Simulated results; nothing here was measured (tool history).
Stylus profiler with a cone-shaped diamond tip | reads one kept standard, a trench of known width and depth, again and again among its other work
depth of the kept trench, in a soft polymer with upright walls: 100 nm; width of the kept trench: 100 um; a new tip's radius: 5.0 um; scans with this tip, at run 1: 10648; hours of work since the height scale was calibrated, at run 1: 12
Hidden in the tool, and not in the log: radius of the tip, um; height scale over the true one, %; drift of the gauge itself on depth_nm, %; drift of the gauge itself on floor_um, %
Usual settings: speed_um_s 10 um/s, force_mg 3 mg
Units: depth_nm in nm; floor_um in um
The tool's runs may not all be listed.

run     day  speed_um_s  force_mg  scans with this tip  hours of work since the height scale was calibrated  depth_nm  floor_um
  1       0          10         3                10648                                                   12    101.42     97.53
  2   2.362          10         3                10852                                                   56    101.46     97.55
  3   3.846          20         3                10980                                                   84     101.5     97.47
  4   6.146          10      5.06                11179                                                  127    101.99     97.65
  5   8.683          39         3                11398                                                  174    101.55     97.38
  6  10.883          39         3                11589                                                  215    101.48     97.36
  7  13.717          39         3                11834                                                  268    101.49     97.35
  8  16.258          39         3                12053                                                  315    101.49     97.35
  9  18.029          19         3                12206                                                  348    101.55      97.4
 10  20.742          10         3                12441                                                  399    101.54     97.49
 11  22.112          10      2.35                12559                                                  424    101.31     97.53
 12  23.446          10         3                12674                                                  449    101.52     97.46
 13  25.242          10         3                12830                                                  483    101.58     97.46
 14  27.217          10         3                13001                                                  519    101.52     97.47
 15  28.825          10         3                13139                                                  549    101.62     97.45
 16  32.008          10         3                13415                                                  609    101.61     97.46
 17  34.242          10         3                13608                                                  650    101.61     97.41
 18  36.217          10      2.61                13779                                                  687    101.51      97.4
 19  38.125          10      2.61                13943                                                  722    101.44     97.46
 20  39.446          17         3                14058                                                  747    101.65      97.4
 21  41.388          17         3                14226                                                  783    101.57     97.38

Run 22 comes next. What will it give?
 22  42.688          23      2.58                14338                                                  807         ?         ?

depth_nm: 101.45 nm
floor_um: 97.32 um
Without the tool's hidden state the same run would have given depth_nm 101.23 nm, floor_um 97.85 um.
